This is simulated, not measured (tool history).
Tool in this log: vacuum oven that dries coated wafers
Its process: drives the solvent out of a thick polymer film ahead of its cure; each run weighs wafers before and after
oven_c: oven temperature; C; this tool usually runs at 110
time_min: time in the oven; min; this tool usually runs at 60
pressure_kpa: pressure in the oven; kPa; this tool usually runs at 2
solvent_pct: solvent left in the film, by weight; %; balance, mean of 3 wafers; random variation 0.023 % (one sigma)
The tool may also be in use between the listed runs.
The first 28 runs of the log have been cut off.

run,day,oven_c,time_min,pressure_kpa,solvent_pct
# day 31.854: oven's thermocouples calibrated
29,32.825,121,92,2.36,0.84
30,33.971,97,92,6.17,6.55
31,35.112,96,60,3.03,7.05
32,36.267,96,60,3.03,7.03
33,37.346,117,66,1.47,0.73
34,38.512,117,66,1.47,0.75
35,40.025,117,66,1.47,0.73
36,41.542,117,66,1.47,0.72
37,42.65,117,66,1.47,0.71
38,44.071,110,63,1.21,1.31
39,44.746,110,60,1.28,1.43
40,45.662,110,60,1.7,1.62
41,46.996,108,46,1.7,3.07
42,47.912,108,46,1.7,3.07
43,49.488,101,78,1.15,2.57
44,50.742,101,99,1.96,2.28
45,51.583,101,99,1.96,2.27
46,52.446,101,99,1.96,2.26
47,53.358,109,43,1.99,3.17

What if the next run were any one of these 3? Each begins from the tool's condition after run 47:
A,54.892,110,30,1.99,?
B,54.892,102,61,6.14,?
C,54.892,104,45,1.43,?

run,solvent_pct
A,4.67
B,6.24
C,4.39
With no hidden state in the tool, these same runs would have given:
run,solvent_pct
A,4.67
B,6.2
C,4.36
